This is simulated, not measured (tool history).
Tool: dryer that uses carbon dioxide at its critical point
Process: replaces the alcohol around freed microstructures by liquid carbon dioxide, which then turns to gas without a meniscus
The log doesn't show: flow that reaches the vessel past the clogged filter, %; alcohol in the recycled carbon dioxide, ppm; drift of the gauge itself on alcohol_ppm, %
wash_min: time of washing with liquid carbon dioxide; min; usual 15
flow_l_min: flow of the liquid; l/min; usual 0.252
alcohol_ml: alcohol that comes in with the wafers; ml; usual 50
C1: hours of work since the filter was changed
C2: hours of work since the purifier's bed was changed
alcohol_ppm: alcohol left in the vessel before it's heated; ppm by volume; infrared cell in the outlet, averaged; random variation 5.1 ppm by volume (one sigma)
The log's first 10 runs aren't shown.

{"run": 11, "day": 7.721, "wash_min": 15, "flow_l_min": 0.252, "alcohol_ml": 50, "C1": 420, "C2": 531, "alcohol_ppm": 218}
{"run": 12, "day": 8.596, "wash_min": 15, "flow_l_min": 0.252, "alcohol_ml": 32, "C1": 429, "C2": 541, "alcohol_ppm": 172}
{"run": 13, "day": 9.367, "wash_min": 15, "flow_l_min": 0.252, "alcohol_ml": 32, "C1": 438, "C2": 550, "alcohol_ppm": 171}
{"run": 14, "day": 10.046, "wash_min": 15, "flow_l_min": 0.252, "alcohol_ml": 32, "C1": 446, "C2": 557, "alcohol_ppm": 178}
{"run": 15, "day": 10.992, "wash_min": 15, "flow_l_min": 0.252, "alcohol_ml": 32, "C1": 456, "C2": 568, "alcohol_ppm": 175}
{"run": 16, "day": 12.067, "wash_min": 15, "flow_l_min": 0.252, "alcohol_ml": 50, "C1": 468, "C2": 580, "alcohol_ppm": 233}
{"run": 17, "day": 13.038, "wash_min": 15, "flow_l_min": 0.252, "alcohol_ml": 50, "C1": 479, "C2": 590, "alcohol_ppm": 237}
{"run": 18, "day": 13.883, "wash_min": 15, "flow_l_min": 0.252, "alcohol_ml": 50, "C1": 488, "C2": 600, "alcohol_ppm": 242}
{"run": 19, "day": 14.529, "wash_min": 15, "flow_l_min": 0.252, "alcohol_ml": 50, "C1": 495, "C2": 607, "alcohol_ppm": 239}
{"run": 20, "day": 15.525, "wash_min": 15, "flow_l_min": 0.252, "alcohol_ml": 50, "C1": 506, "C2": 618, "alcohol_ppm": 243}
{"run": 21, "day": 16.538, "wash_min": 15, "flow_l_min": 0.252, "alcohol_ml": 50, "C1": 517, "C2": 629, "alcohol_ppm": 243}
{"run": 22, "day": 17.225, "wash_min": 15, "flow_l_min": 0.406, "alcohol_ml": 50, "C1": 525, "C2": 637, "alcohol_ppm": 122}
{"run": 23, "day": 17.975, "wash_min": 15, "flow_l_min": 0.406, "alcohol_ml": 50, "C1": 533, "C2": 645, "alcohol_ppm": 120}
{"run": 24, "day": 19.004, "wash_min": 15, "flow_l_min": 0.252, "alcohol_ml": 50, "C1": 545, "C2": 656, "alcohol_ppm": 259}
{"run": 25, "day": 19.825, "wash_min": 15, "flow_l_min": 0.392, "alcohol_ml": 20, "C1": 554, "C2": 665, "alcohol_ppm": 137}
{"run": 26, "day": 20.625, "wash_min": 21, "flow_l_min": 0.166, "alcohol_ml": 53, "C1": 563, "C2": 674, "alcohol_ppm": 328}

The next listed run, before its measurement:
{"run": 27, "day": 21.438, "wash_min": 21, "flow_l_min": 0.166, "alcohol_ml": 53, "C1": 572, "C2": 683, "alcohol_ppm": "?"}

Run 27 gave alcohol_ppm 330 ppm by volume.
Without the tool's hidden state the same run would have given alcohol_ppm 117 ppm by volume.
